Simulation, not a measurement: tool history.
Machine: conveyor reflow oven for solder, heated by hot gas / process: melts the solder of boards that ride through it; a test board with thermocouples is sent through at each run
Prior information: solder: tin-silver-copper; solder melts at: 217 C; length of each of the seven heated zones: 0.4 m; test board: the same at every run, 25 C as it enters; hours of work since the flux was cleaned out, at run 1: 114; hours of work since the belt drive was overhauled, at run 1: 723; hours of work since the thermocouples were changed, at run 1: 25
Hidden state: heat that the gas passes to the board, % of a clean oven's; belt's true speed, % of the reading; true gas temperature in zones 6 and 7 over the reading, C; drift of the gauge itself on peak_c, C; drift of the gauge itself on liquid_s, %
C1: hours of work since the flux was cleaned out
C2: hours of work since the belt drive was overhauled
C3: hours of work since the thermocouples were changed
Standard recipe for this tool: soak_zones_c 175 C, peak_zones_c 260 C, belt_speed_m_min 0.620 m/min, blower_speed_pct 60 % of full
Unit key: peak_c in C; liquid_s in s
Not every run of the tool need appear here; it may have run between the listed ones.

{"run": 1, "hour": 0.0, "soak_zones_c": 175, "peak_zones_c": 260, "belt_speed_m_min": 0.62, "blower_speed_pct": 60, "C1": 114, "C2": 723, "C3": 25, "peak_c": 236.0, "liquid_s": 40.0}
{"run": 2, "hour": 60.1, "soak_zones_c": 175, "peak_zones_c": 260, "belt_speed_m_min": 0.62, "blower_speed_pct": 60, "C1": 153, "C2": 761, "C3": 63, "peak_c": 235.3, "liquid_s": 39.6}
{"run": 3, "hour": 125.9, "soak_zones_c": 175, "peak_zones_c": 260, "belt_speed_m_min": 0.62, "blower_speed_pct": 60, "C1": 195, "C2": 803, "C3": 105, "peak_c": 235.3, "liquid_s": 39.0}
{"run": 4, "hour": 188.4, "soak_zones_c": 175, "peak_zones_c": 270, "belt_speed_m_min": 0.62, "blower_speed_pct": 60, "C1": 235, "C2": 843, "C3": 145, "peak_c": 242.6, "liquid_s": 47.9}
{"hour": 244.1, "done": "belt drive overhauled, speed set with a stopwatch"}
{"run": 5, "hour": 244.1, "soak_zones_c": 175, "peak_zones_c": 270, "belt_speed_m_min": 0.62, "blower_speed_pct": 60, "C1": 268, "C2": 0, "C3": 178, "peak_c": 242.0, "liquid_s": 45.0}
{"run": 6, "hour": 280.8, "soak_zones_c": 175, "peak_zones_c": 270, "belt_speed_m_min": 0.62, "blower_speed_pct": 60, "C1": 291, "C2": 23, "C3": 202, "peak_c": 241.3, "liquid_s": 45.6}
{"run": 7, "hour": 329.8, "soak_zones_c": 175, "peak_zones_c": 270, "belt_speed_m_min": 0.62, "blower_speed_pct": 60, "C1": 322, "C2": 55, "C3": 233, "peak_c": 241.3, "liquid_s": 44.7}
{"run": 8, "hour": 356.7, "soak_zones_c": 175, "peak_zones_c": 270, "belt_speed_m_min": 0.62, "blower_speed_pct": 60, "C1": 340, "C2": 72, "C3": 250, "peak_c": 241.3, "liquid_s": 45.0}
{"run": 9, "hour": 412.7, "soak_zones_c": 175, "peak_zones_c": 270, "belt_speed_m_min": 0.62, "blower_speed_pct": 60, "C1": 375, "C2": 108, "C3": 286, "peak_c": 240.9, "liquid_s": 43.7}
{"hour": 437.8, "done": "flux residue cleaned out of gas plates and filters"}
{"run": 10, "hour": 479.9, "soak_zones_c": 175, "peak_zones_c": 270, "belt_speed_m_min": 0.62, "blower_speed_pct": 60, "C1": 27, "C2": 148, "C3": 326, "peak_c": 243.6, "liquid_s": 47.9}
{"run": 11, "hour": 521.8, "soak_zones_c": 175, "peak_zones_c": 270, "belt_speed_m_min": 0.712, "blower_speed_pct": 60, "C1": 54, "C2": 174, "C3": 353, "peak_c": 237.6, "liquid_s": 34.1}
{"run": 12, "hour": 555.7, "soak_zones_c": 175, "peak_zones_c": 260, "belt_speed_m_min": 0.62, "blower_speed_pct": 66, "C1": 75, "C2": 196, "C3": 374, "peak_c": 238.3, "liquid_s": 43.8}
{"run": 13, "hour": 586.4, "soak_zones_c": 163, "peak_zones_c": 260, "belt_speed_m_min": 0.62, "blower_speed_pct": 60, "C1": 95, "C2": 216, "C3": 394, "peak_c": 232.1, "liquid_s": 31.0}
{"run": 14, "hour": 643.3, "soak_zones_c": 175, "peak_zones_c": 260, "belt_speed_m_min": 0.501, "blower_speed_pct": 60, "C1": 131, "C2": 252, "C3": 430, "peak_c": 242.6, "liquid_s": 62.1}
{"run": 15, "hour": 702.0, "soak_zones_c": 177, "peak_zones_c": 261, "belt_speed_m_min": 0.581, "blower_speed_pct": 53, "C1": 169, "C2": 290, "C3": 468, "peak_c": 235.8, "liquid_s": 42.1}
{"run": 16, "hour": 768.3, "soak_zones_c": 175, "peak_zones_c": 263, "belt_speed_m_min": 0.581, "blower_speed_pct": 53, "C1": 211, "C2": 332, "C3": 510, "peak_c": 235.8, "liquid_s": 42.5}
{"run": 17, "hour": 805.6, "soak_zones_c": 175, "peak_zones_c": 263, "belt_speed_m_min": 0.706, "blower_speed_pct": 62, "C1": 235, "C2": 356, "C3": 534, "peak_c": 232.6, "liquid_s": 29.5}
{"run": 18, "hour": 846.6, "soak_zones_c": 180, "peak_zones_c": 260, "belt_speed_m_min": 0.62, "blower_speed_pct": 59, "C1": 261, "C2": 382, "C3": 560, "peak_c": 235.2, "liquid_s": 40.5}
{"run": 19, "hour": 901.1, "soak_zones_c": 168, "peak_zones_c": 271, "belt_speed_m_min": 0.62, "blower_speed_pct": 74, "C1": 296, "C2": 417, "C3": 595, "peak_c": 247.2, "liquid_s": 50.2}
{"run": 20, "hour": 967.3, "soak_zones_c": 161, "peak_zones_c": 268, "belt_speed_m_min": 0.593, "blower_speed_pct": 75, "C1": 339, "C2": 459, "C3": 638, "peak_c": 244.5, "liquid_s": 48.5}
{"run": 21, "hour": 995.6, "soak_zones_c": 161, "peak_zones_c": 268, "belt_speed_m_min": 0.593, "blower_speed_pct": 75, "C1": 357, "C2": 477, "C3": 656, "peak_c": 244.5, "liquid_s": 48.3}
{"hour": 1053.3, "done": "flux residue cleaned out of gas plates and filters"}
{"run": 22, "hour": 1066.6, "soak_zones_c": 161, "peak_zones_c": 268, "belt_speed_m_min": 0.593, "blower_speed_pct": 75, "C1": 9, "C2": 520, "C3": 698, "peak_c": 247.1, "liquid_s": 51.5}
{"run": 23, "hour": 1093.6, "soak_zones_c": 161, "peak_zones_c": 268, "belt_speed_m_min": 0.593, "blower_speed_pct": 75, "C1": 26, "C2": 537, "C3": 715, "peak_c": 247.3, "liquid_s": 51.0}
{"run": 24, "hour": 1160.4, "soak_zones_c": 161, "peak_zones_c": 268, "belt_speed_m_min": 0.593, "blower_speed_pct": 75, "C1": 68, "C2": 579, "C3": 758, "peak_c": 246.4, "liquid_s": 50.9}
{"run": 25, "hour": 1188.9, "soak_zones_c": 161, "peak_zones_c": 252, "belt_speed_m_min": 0.593, "blower_speed_pct": 75, "C1": 87, "C2": 598, "C3": 776, "peak_c": 232.8, "liquid_s": 35.8}
{"run": 26, "hour": 1219.5, "soak_zones_c": 161, "peak_zones_c": 267, "belt_speed_m_min": 0.517, "blower_speed_pct": 60, "C1": 106, "C2": 617, "C3": 796, "peak_c": 244.7, "liquid_s": 56.4}
{"hour": 1244.7, "done": "thermocouples of zones 6 and 7 changed"}
{"run": 27, "hour": 1273.6, "soak_zones_c": 175, "peak_zones_c": 260, "belt_speed_m_min": 0.573, "blower_speed_pct": 57, "C1": 140, "C2": 651, "C3": 19, "peak_c": 238.0, "liquid_s": 45.7}

3 options for the next run, each taken on its own from the tool as it stands now. Forecast them:
{"run": "A", "hour": 1324.7, "soak_zones_c": 175, "peak_zones_c": 260, "belt_speed_m_min": 0.62, "blower_speed_pct": 72, "C1": 172, "C2": 683, "C3": 51, "peak_c": "?", "liquid_s": "?"}
{"run": "B", "hour": 1324.7, "soak_zones_c": 175, "peak_zones_c": 274, "belt_speed_m_min": 0.573, "blower_speed_pct": 52, "C1": 172, "C2": 683, "C3": 51, "peak_c": "?", "liquid_s": "?"}
{"run": "C", "hour": 1324.7, "soak_zones_c": 187, "peak_zones_c": 260, "belt_speed_m_min": 0.664, "blower_speed_pct": 56, "C1": 172, "C2": 683, "C3": 51, "peak_c": "?", "liquid_s": "?"}

run=A peak_c=240.6 liquid_s=47.4
run=B peak_c=245.9 liquid_s=55.3
run=C peak_c=234.8 liquid_s=38.5
With the hidden condition removed and each run's random variation left untouched, the same runs would have given:
run=A peak_c=241.4 liquid_s=47.7
run=B peak_c=246.4 liquid_s=54.9
run=C peak_c=235.3 liquid_s=38.8
